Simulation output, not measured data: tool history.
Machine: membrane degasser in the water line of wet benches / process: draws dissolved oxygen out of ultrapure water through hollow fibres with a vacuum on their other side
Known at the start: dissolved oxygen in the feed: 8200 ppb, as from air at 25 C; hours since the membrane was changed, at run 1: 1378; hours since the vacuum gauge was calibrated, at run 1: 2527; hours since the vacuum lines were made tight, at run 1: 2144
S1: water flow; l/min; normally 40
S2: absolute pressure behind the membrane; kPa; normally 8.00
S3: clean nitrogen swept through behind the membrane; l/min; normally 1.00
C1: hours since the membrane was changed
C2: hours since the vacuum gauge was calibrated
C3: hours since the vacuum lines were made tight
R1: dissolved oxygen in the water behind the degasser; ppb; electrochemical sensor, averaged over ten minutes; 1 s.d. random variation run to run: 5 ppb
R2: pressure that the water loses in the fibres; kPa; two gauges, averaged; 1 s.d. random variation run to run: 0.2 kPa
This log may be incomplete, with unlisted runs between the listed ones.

run    hour  S1     S2    S3    C1    C2    C3      R1     R2
  1     0.0  40   8.00  1.00  1378  2527  2144   535.4  45.18
  2    62.7  40   8.00  1.00  1441  2590  2206   535.6  45.15
  3   124.1  40   8.00  1.00  1502  2651  2268   540.5  45.12
  4   158.9  36   8.00  1.00  1537  2686  2303   473.5  40.81
  5   199.7  40   9.72  1.00  1578  2727  2343   643.9  45.15
  6   235.5  40   9.72  1.00  1614  2763  2379   651.8  45.46
  7   267.7  40   9.72  1.00  1646  2795  2411   655.5  45.62
  8   298.6  33   8.00  1.00  1677  2826  2442   428.4  37.31
  9   362.8  40   8.00  1.00  1741  2890  2507   531.1  45.41
 10   421.6  37   8.00  1.00  1800  2949  2565   497.2  42.02
 11   463.1  40   8.00  1.00  1841  2990  2607   530.2  45.35
 12   492.7  40   8.00  1.00  1871  3020  2636   530.4  45.63
 13   544.3  40   8.00  1.00  1922  3072  2688   546.6  45.41
 14   572.7  40   8.00  1.00  1951  3100  2716   534.6  45.38
 15   640.8  40   8.00  1.00  2019  3168  2785   543.0  45.56
 16   701.7  40   8.00  0.46  2080  3229  2845   815.8  45.66
 17   733.2  40  10.91  0.46  2111  3260  2877  1163.1  45.27
 18   794.8  40   8.00  1.12  2173  3322  2938   510.2  45.51
 19   843.2  40   8.00  1.12  2221  3371  2987   506.3  45.27
 20   898.1  40   8.00  1.12  2276  3425  3042   506.1  46.14
 21   954.5  40   8.00  1.12  2333  3482  3098   511.1  45.59
 22   989.1  43   9.95  0.48  2367  3516  3133  1075.8  49.50
 23  1046.6  43   9.95  0.48  2425  3574  3190  1102.5  49.31
 24  1097.8  43   9.95  0.48  2476  3625  3242  1099.4  49.11
 25  1146.3  46   8.00  1.21  2524  3674  3290   577.7  53.07
 26  1200.1  62   8.00  1.00  2578  3727  3344   881.0  70.80
 27  1243.4  27   5.44  0.90  2622  3771  3387   226.9  30.93
 28  1310.9  40   5.26  1.00  2689  3838  3455   353.7  46.09
 29  1381.2  40   5.26  1.00  2759  3909  3525   344.0  46.14
 30  1417.8  39  12.06  1.00  2796  3945  3562   816.0  44.67
 31  1473.1  40  18.68  1.34  2851  4000  3617  1030.8  45.98
 32  1525.3  40  18.68  1.34  2903  4053  3669  1038.2  45.96

Below, some changes in R1 between adjacent runs. For each, the amount present without the hidden state too (settings, incoming material, random variation) and the amount remaining for the hidden state with gauge scatter not shared by both compared results:
The tool's hidden condition here consists of: membrane still open, %; true pressure behind the membrane over the reading, kPa; air that leaks in behind the membrane, l/min; drift of the gauge itself on oxygen_ppb, %; drift of the gauge itself on loss_of_pressure_kpa, %.
Run 17 -> 18: S2 10.91 -> 8.00, S3 0.46 -> 1.12. R1 -652.9 ppb: hidden state -12.9, all else -640.0.
Run 21 -> 22: S1 40 -> 43, S2 8.00 -> 9.95, S3 1.12 -> 0.48. R1 +564.7 ppb: hidden state +18.0, all else +546.7.
Run 25 -> 26: S1 46 -> 62, S3 1.21 -> 1.00. R1 +303.3 ppb: hidden state +21.0, all else +282.3.
Run 26 -> 27: S1 62 -> 27, S2 8.00 -> 5.44, S3 1.00 -> 0.90. R1 -654.1 ppb: hidden state -35.0, all else -619.1.
